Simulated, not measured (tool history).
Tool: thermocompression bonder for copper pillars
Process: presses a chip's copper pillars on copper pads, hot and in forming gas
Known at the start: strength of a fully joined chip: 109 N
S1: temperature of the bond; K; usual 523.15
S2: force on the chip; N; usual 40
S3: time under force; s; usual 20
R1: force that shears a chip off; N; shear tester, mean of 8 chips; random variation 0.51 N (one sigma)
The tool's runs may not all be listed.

{"run": 1, "hour": 0.0, "S1": 523.15, "S2": 40, "S3": 20, "R1": 64.7}
{"run": 2, "hour": 19.2, "S1": 523.15, "S2": 40, "S3": 20, "R1": 63.2}
{"run": 3, "hour": 54.1, "S1": 523.15, "S2": 40, "S3": 20, "R1": 62.0}
{"run": 4, "hour": 91.4, "S1": 523.15, "S2": 40, "S3": 20, "R1": 61.6}
{"run": 5, "hour": 128.5, "S1": 523.15, "S2": 40, "S3": 20, "R1": 60.4}
{"run": 6, "hour": 155.5, "S1": 523.15, "S2": 40, "S3": 20, "R1": 59.9}
{"run": 7, "hour": 179.2, "S1": 523.15, "S2": 59, "S3": 20, "R1": 67.2}
{"hour": 189.1, "done": "forming gas filter changed"}
{"run": 8, "hour": 206.2, "S1": 523.15, "S2": 40, "S3": 15, "R1": 60.6}
{"run": 9, "hour": 222.0, "S1": 523.15, "S2": 40, "S3": 15, "R1": 60.1}
{"run": 10, "hour": 258.5, "S1": 523.15, "S2": 40, "S3": 15, "R1": 59.9}
{"run": 11, "hour": 292.5, "S1": 523.15, "S2": 40, "S3": 53, "R1": 82.3}
{"run": 12, "hour": 322.1, "S1": 523.15, "S2": 40, "S3": 53, "R1": 80.8}
{"run": 13, "hour": 347.1, "S1": 523.15, "S2": 40, "S3": 53, "R1": 80.6}
{"run": 14, "hour": 385.0, "S1": 523.15, "S2": 40, "S3": 38, "R1": 73.7}
{"run": 15, "hour": 406.5, "S1": 523.15, "S2": 40, "S3": 38, "R1": 73.1}
{"run": 16, "hour": 426.8, "S1": 519.15, "S2": 40, "S3": 38, "R1": 69.4}
{"run": 17, "hour": 451.5, "S1": 519.15, "S2": 40, "S3": 38, "R1": 69.0}
{"hour": 475.9, "done": "forming gas filter changed"}
{"run": 18, "hour": 477.4, "S1": 523.15, "S2": 40, "S3": 20, "R1": 66.6}
{"run": 19, "hour": 494.5, "S1": 523.15, "S2": 40, "S3": 20, "R1": 67.6}
{"run": 20, "hour": 514.4, "S1": 523.15, "S2": 40, "S3": 20, "R1": 66.3}
{"run": 21, "hour": 546.5, "S1": 535.15, "S2": 49, "S3": 20, "R1": 77.5}
{"run": 22, "hour": 572.4, "S1": 513.15, "S2": 40, "S3": 31, "R1": 67.2}
{"hour": 587.5, "done": "heater calibrated with a thermocouple chip"}
{"run": 23, "hour": 597.5, "S1": 513.15, "S2": 40, "S3": 31, "R1": 62.9}
{"run": 24, "hour": 620.1, "S1": 513.15, "S2": 40, "S3": 31, "R1": 62.1}
{"run": 25, "hour": 635.4, "S1": 517.15, "S2": 27, "S3": 26, "R1": 52.7}
{"run": 26, "hour": 668.7, "S1": 517.15, "S2": 27, "S3": 26, "R1": 52.0}
{"run": 27, "hour": 703.6, "S1": 552.15, "S2": 55, "S3": 11, "R1": 70.5}
{"run": 28, "hour": 738.8, "S1": 522.15, "S2": 55, "S3": 15, "R1": 59.2}
{"hour": 763.8, "done": "forming gas filter changed"}
{"run": 29, "hour": 763.8, "S1": 523.15, "S2": 43, "S3": 12, "R1": 55.4}
{"run": 30, "hour": 801.2, "S1": 523.15, "S2": 30, "S3": 12, "R1": 47.8}
{"hour": 829.6, "done": "force cell calibrated"}
{"run": 31, "hour": 838.5, "S1": 523.15, "S2": 30, "S3": 12, "R1": 48.5}
{"run": 32, "hour": 872.6, "S1": 501.15, "S2": 50, "S3": 20, "R1": 54.9}
{"run": 33, "hour": 904.3, "S1": 500.15, "S2": 38, "S3": 20, "R1": 47.9}
{"run": 34, "hour": 940.5, "S1": 549.15, "S2": 40, "S3": 10, "R1": 63.5}
{"run": 35, "hour": 969.1, "S1": 548.15, "S2": 32, "S3": 31, "R1": 77.4}
{"run": 36, "hour": 1006.4, "S1": 548.15, "S2": 24, "S3": 40, "R1": 74.4}
{"run": 37, "hour": 1029.1, "S1": 548.15, "S2": 27, "S3": 40, "R1": 76.6}
{"hour": 1049.9, "done": "forming gas filter changed"}
{"run": 38, "hour": 1058.1, "S1": 523.15, "S2": 24, "S3": 44, "R1": 69.8}
{"run": 39, "hour": 1077.2, "S1": 549.15, "S2": 46, "S3": 12, "R1": 74.4}
{"run": 40, "hour": 1108.3, "S1": 541.15, "S2": 60, "S3": 17, "R1": 81.8}

Some steps in R1 between neighbouring runs. How much of each would the tool show without its hidden state too (settings, what came in, random variation), and how much is left for the hidden state, with any gauge scatter that isn't in both results?
The hidden state here: true temperature of the bond over the reading, C; force that reaches the chip, % of what is set; oxide that the forming gas leaves, % of the face; drift of the gauge itself on shear_n, %.
Run 7 -> 8: S2 59 -> 40, S3 20 -> 15, forming gas filter changed. R1 -6.6 N: hidden state +8.4, all else -15.0.
Run 10 -> 11: S3 15 -> 53. R1 +22.4 N: hidden state -1.8, all else +24.2.
Run 17 -> 18: S1 519.15 -> 523.15, S3 38 -> 20, forming gas filter changed. R1 -2.4 N: hidden state +8.2, all else -10.6.
Run 26 -> 27: S1 517.15 -> 552.15, S2 27 -> 55, S3 26 -> 11. R1 +18.5 N: hidden state -2.7, all else +21.2.
Run 33 -> 34: S1 500.15 -> 549.15, S2 38 -> 40, S3 20 -> 10. R1 +15.6 N: hidden state -1.9, all else +17.5.
Run 37 -> 38: S1 548.15 -> 523.15, S2 27 -> 24, S3 40 -> 44, forming gas filter changed. R1 -6.8 N: hidden state +8.8, all else -15.6.

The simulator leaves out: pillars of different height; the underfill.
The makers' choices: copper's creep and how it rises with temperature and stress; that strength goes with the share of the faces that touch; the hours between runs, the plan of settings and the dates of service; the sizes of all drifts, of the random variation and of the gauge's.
